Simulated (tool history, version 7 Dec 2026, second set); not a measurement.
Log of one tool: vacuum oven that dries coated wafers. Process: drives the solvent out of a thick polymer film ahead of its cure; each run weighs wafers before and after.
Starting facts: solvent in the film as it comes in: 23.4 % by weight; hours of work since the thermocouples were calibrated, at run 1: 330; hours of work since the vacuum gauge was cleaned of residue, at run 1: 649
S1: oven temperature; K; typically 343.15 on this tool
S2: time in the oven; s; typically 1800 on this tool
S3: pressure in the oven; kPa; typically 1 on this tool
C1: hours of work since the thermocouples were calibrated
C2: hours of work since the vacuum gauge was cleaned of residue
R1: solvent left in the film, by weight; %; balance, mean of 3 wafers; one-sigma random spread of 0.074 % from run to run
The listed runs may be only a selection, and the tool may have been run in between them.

| run | hour | S1 | S2 | S3 | C1 | C2 | R1 |
|---|---|---|---|---|---|---|---|
| 1 | 0 | 343.15 | 1800 | 1 | 330 | 649 | 5.14 |
| 2 | 18.1 | 343.15 | 1800 | 1.94 | 343 | 662 | 5.55 |
| 3 | 36 | 343.15 | 1800 | 1 | 356 | 675 | 5.16 |
| 4 | 52.5 | 343.15 | 1800 | 1 | 368 | 687 | 5.35 |
| 5 | 86.3 | 343.15 | 1800 | 1 | 393 | 712 | 5.23 |
| 6 | 113.6 | 343.15 | 1800 | 1 | 413 | 731 | 5.29 |
| 7 | 140.8 | 343.15 | 1800 | 1 | 432 | 751 | 5.26 |
| 8 | 165.4 | 343.15 | 1800 | 2.6 | 450 | 769 | 5.76 |
| 9 | 191.2 | 343.15 | 1800 | 2.6 | 469 | 788 | 5.74 |
| 10 | 222.7 | 343.15 | 1980 | 1 | 492 | 810 | 4.64 |
| 11 | 240.2 | 332.15 | 1800 | 1 | 504 | 823 | 11.25 |
| 12 | 256.4 | 343.15 | 1800 | 0.53 | 516 | 835 | 4.98 |
| 13 | 272.4 | 343.15 | 1800 | 0.53 | 528 | 846 | 4.92 |
| 14 | 288.1 | 343.15 | 1800 | 1 | 539 | 858 | 5.24 |
| 15 | 306.2 | 343.15 | 1800 | 1 | 552 | 871 | 5.13 |
| 16 | 337.5 | 343.15 | 1800 | 1 | 575 | 893 | 5.15 |
| 17 | 369.4 | 343.15 | 1800 | 1 | 598 | 916 | 5.15 |
| 18 | 388.9 | 343.15 | 1620 | 1 | 612 | 931 | 5.77 |
| 19 | 405.5 | 343.15 | 1620 | 1 | 624 | 943 | 5.87 |
|  | 409.1 | oven's thermocouples calibrated |
| 20 | 432.5 | 343.15 | 1620 | 1 | 17 | 961 | 5.56 |
| 21 | 454.2 | 343.15 | 1620 | 1 | 33 | 976 | 5.57 |
| 22 | 475.1 | 329.15 | 1800 | 1 | 48 | 992 | 12.57 |
| 23 | 493.2 | 343.15 | 1800 | 1 | 61 | 1005 | 4.88 |
|  | 503.1 | oven's thermocouples calibrated, once more |
| 24 | 521.5 | 343.15 | 1800 | 1 | 13 | 1024 | 5.38 |
| 25 | 540.9 | 343.15 | 1800 | 1 | 27 | 1038 | 5.36 |
| 26 | 560.1 | 351.15 | 1560 | 2.11 | 41 | 1052 | 2.78 |
| 27 | 579 | 351.15 | 1560 | 2.11 | 55 | 1065 | 2.82 |
| 28 | 593.9 | 356.15 | 2100 | 1.68 | 66 | 1076 | 0.73 |
| 29 | 627.7 | 356.15 | 2100 | 3.84 | 90 | 1101 | 1.31 |
| 30 | 660.4 | 356.15 | 2100 | 3.84 | 114 | 1124 | 1.2 |
| 31 | 685.1 | 343.15 | 1800 | 0.58 | 132 | 1142 | 5.2 |
| 32 | 703.2 | 337.15 | 1800 | 1.59 | 145 | 1155 | 8.87 |
| 33 | 721.9 | 331.15 | 1800 | 1.22 | 158 | 1169 | 12.12 |
| 34 | 745.3 | 331.15 | 1800 | 1.22 | 175 | 1186 | 12.03 |
| 35 | 772.4 | 343.15 | 1080 | 1 | 195 | 1205 | 8.63 |
| 36 | 799.5 | 343.15 | 1080 | 1 | 215 | 1225 | 8.63 |
| 37 | 826.5 | 348.15 | 1200 | 2.88 | 234 | 1244 | 5.68 |
| 38 | 860.2 | 343.15 | 960 | 1 | 258 | 1269 | 9.26 |
| 39 | 882.7 | 343.15 | 2460 | 1.89 | 275 | 1285 | 3.74 |
| 40 | 905.6 | 334.15 | 2220 | 2.78 | 291 | 1302 | 9.78 |
| 41 | 929 | 337.15 | 1260 | 0.89 | 308 | 1319 | 11.06 |
| 42 | 952.3 | 356.15 | 1680 | 1.6 | 325 | 1336 | 1.11 |
| 43 | 970.8 | 340.15 | 1200 | 1 | 339 | 1349 | 9.63 |
| 44 | 996.1 | 343.15 | 1920 | 1 | 357 | 1367 | 4.79 |
| 45 | 1028.4 | 353.15 | 2940 | 1.56 | 380 | 1391 | 0.72 |
| 46 | 1054.3 | 353.15 | 2940 | 1.56 | 399 | 1409 | 0.72 |

Difference, measured minus no-hidden-state, one row per run. Run-to-run variation is common to both terms; the gauge's own scatter need not be:
Unlogged tool condition in this case: true wafer temperature over the reading, C; true pressure over the reading, kPa; drift of the gauge itself on solvent_pct, %.
| run | R1 |
|---|---|
| 1 | -0.19 |
| 2 | -0.19 |
| 3 | -0.2 |
| 4 | -0.21 |
| 5 | -0.22 |
| 6 | -0.23 |
| 7 | -0.25 |
| 8 | -0.26 |
| 9 | -0.27 |
| 10 | -0.26 |
| 11 | -0.26 |
| 12 | -0.29 |
| 13 | -0.29 |
| 14 | -0.3 |
| 15 | -0.31 |
| 16 | -0.32 |
| 17 | -0.34 |
| 18 | -0.36 |
| 19 | -0.38 |
| 20 | -0.56 |
| 21 | -0.56 |
| 22 | -0.46 |
| 23 | -0.55 |
| 24 | -0.05 |
| 25 | -0.06 |
| 26 | -0.03 |
| 27 | -0.03 |
| 28 | +0.07 |
| 29 | +0.06 |
| 30 | +0.05 |
| 31 | -0.12 |
| 32 | -0.14 |
| 33 | -0.1 |
| 34 | -0.11 |
| 35 | -0.2 |
| 36 | -0.21 |
| 37 | -0.2 |
| 38 | -0.22 |
| 39 | -0.13 |
| 40 | -0.21 |
| 41 | -0.23 |
| 42 | +0.01 |
| 43 | -0.26 |
| 44 | -0.23 |
| 45 | +0.1 |
| 46 | +0.1 |

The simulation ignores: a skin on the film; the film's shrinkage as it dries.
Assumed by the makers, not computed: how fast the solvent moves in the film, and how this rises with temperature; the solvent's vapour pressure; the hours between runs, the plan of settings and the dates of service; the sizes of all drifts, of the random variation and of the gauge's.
